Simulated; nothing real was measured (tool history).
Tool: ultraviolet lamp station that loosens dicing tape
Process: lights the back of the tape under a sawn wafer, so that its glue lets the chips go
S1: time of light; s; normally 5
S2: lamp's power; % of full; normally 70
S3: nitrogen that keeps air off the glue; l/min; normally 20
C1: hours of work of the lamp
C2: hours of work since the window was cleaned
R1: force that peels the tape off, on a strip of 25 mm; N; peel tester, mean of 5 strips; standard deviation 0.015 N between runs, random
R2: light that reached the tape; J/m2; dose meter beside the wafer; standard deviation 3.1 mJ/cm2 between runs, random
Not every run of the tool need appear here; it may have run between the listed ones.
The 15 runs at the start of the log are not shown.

{"run": 16, "hour": 134.0, "S1": 5, "S2": 70, "S3": 20, "C1": 194, "C2": 440, "R1": 1.016, "R2": 4070}
{"run": 17, "hour": 141.5, "S1": 5, "S2": 70, "S3": 19, "C1": 197, "C2": 444, "R1": 1.015, "R2": 4030}
{"run": 18, "hour": 153.7, "S1": 5, "S2": 70, "S3": 19, "C1": 204, "C2": 450, "R1": 1.024, "R2": 4050}
{"run": 19, "hour": 158.8, "S1": 5, "S2": 70, "S3": 19, "C1": 206, "C2": 453, "R1": 1.076, "R2": 4020}
{"run": 20, "hour": 167.4, "S1": 5, "S2": 73, "S3": 18, "C1": 210, "C2": 457, "R1": 0.97, "R2": 4180}
{"run": 21, "hour": 172.7, "S1": 2, "S2": 81, "S3": 20, "C1": 213, "C2": 460, "R1": 3.197, "R2": 1840}
{"run": 22, "hour": 178.4, "S1": 2, "S2": 81, "S3": 20, "C1": 216, "C2": 463, "R1": 3.302, "R2": 1850}
{"run": 23, "hour": 186.1, "S1": 2, "S2": 96, "S3": 13, "C1": 220, "C2": 467, "R1": 3.194, "R2": 2230}
{"run": 24, "hour": 197.4, "S1": 5, "S2": 71, "S3": 9, "C1": 226, "C2": 473, "R1": 1.788, "R2": 4100}
{"hour": 199.0, "done": "window cleaned of glue's vapour"}
{"run": 25, "hour": 205.9, "S1": 5, "S2": 65, "S3": 25, "C1": 230, "C2": 3, "R1": 1.085, "R2": 3610}
{"run": 26, "hour": 214.1, "S1": 5, "S2": 65, "S3": 25, "C1": 234, "C2": 8, "R1": 1.064, "R2": 3550}
{"run": 27, "hour": 220.1, "S1": 3, "S2": 77, "S3": 25, "C1": 237, "C2": 11, "R1": 1.954, "R2": 2530}
{"run": 28, "hour": 227.8, "S1": 2, "S2": 86, "S3": 11, "C1": 241, "C2": 15, "R1": 3.958, "R2": 1870}
{"run": 29, "hour": 234.7, "S1": 5, "S2": 68, "S3": 6, "C1": 244, "C2": 18, "R1": 2.601, "R2": 3690}
{"hour": 242.7, "done": "window cleaned of glue's vapour, once more"}
{"run": 30, "hour": 242.7, "S1": 4, "S2": 70, "S3": 20, "C1": 248, "C2": 0, "R1": 1.269, "R2": 3450}
{"run": 31, "hour": 249.4, "S1": 3, "S2": 79, "S3": 33, "C1": 251, "C2": 3, "R1": 1.277, "R2": 2950}
{"run": 32, "hour": 261.7, "S1": 6, "S2": 84, "S3": 6, "C1": 258, "C2": 10, "R1": 1.124, "R2": 6190}
{"run": 33, "hour": 268.2, "S1": 5, "S2": 63, "S3": 9, "C1": 261, "C2": 13, "R1": 1.866, "R2": 3890}
{"run": 34, "hour": 278.1, "S1": 3, "S2": 70, "S3": 22, "C1": 266, "C2": 18, "R1": 2.009, "R2": 2580}
{"run": 35, "hour": 284.7, "S1": 3, "S2": 70, "S3": 22, "C1": 269, "C2": 21, "R1": 2.098, "R2": 2540}
{"run": 36, "hour": 294.6, "S1": 3, "S2": 70, "S3": 22, "C1": 274, "C2": 26, "R1": 2.065, "R2": 2570}

5 ways to go on from here, each from the tool as it stands after run 36. What would each give?
{"run": "A", "hour": 304.4, "S1": 5, "S2": 70, "S3": 20, "C1": 279, "C2": 31, "R1": "?", "R2": "?"}
{"run": "B", "hour": 304.4, "S1": 4, "S2": 84, "S3": 13, "C1": 279, "C2": 31, "R1": "?", "R2": "?"}
{"run": "C", "hour": 304.4, "S1": 7, "S2": 95, "S3": 33, "C1": 279, "C2": 31, "R1": "?", "R2": "?"}
{"run": "D", "hour": 304.4, "S1": 3, "S2": 70, "S3": 10, "C1": 279, "C2": 31, "R1": "?", "R2": "?"}
{"run": "E", "hour": 304.4, "S1": 3, "S2": 61, "S3": 22, "C1": 279, "C2": 31, "R1": "?", "R2": "?"}

run=A R1=0.89 R2=4270
run=B R1=1.368 R2=4080
run=C R1=0.191 R2=8080
run=D R1=3.152 R2=2540
run=E R1=2.484 R2=2240
Had the tool no hidden state, the same runs would have come out as:
run=A R1=0.707 R2=4760
run=B R1=1.115 R2=4550
run=C R1=0.176 R2=9020
run=D R1=2.785 R2=2840
run=E R1=2.144 R2=2500

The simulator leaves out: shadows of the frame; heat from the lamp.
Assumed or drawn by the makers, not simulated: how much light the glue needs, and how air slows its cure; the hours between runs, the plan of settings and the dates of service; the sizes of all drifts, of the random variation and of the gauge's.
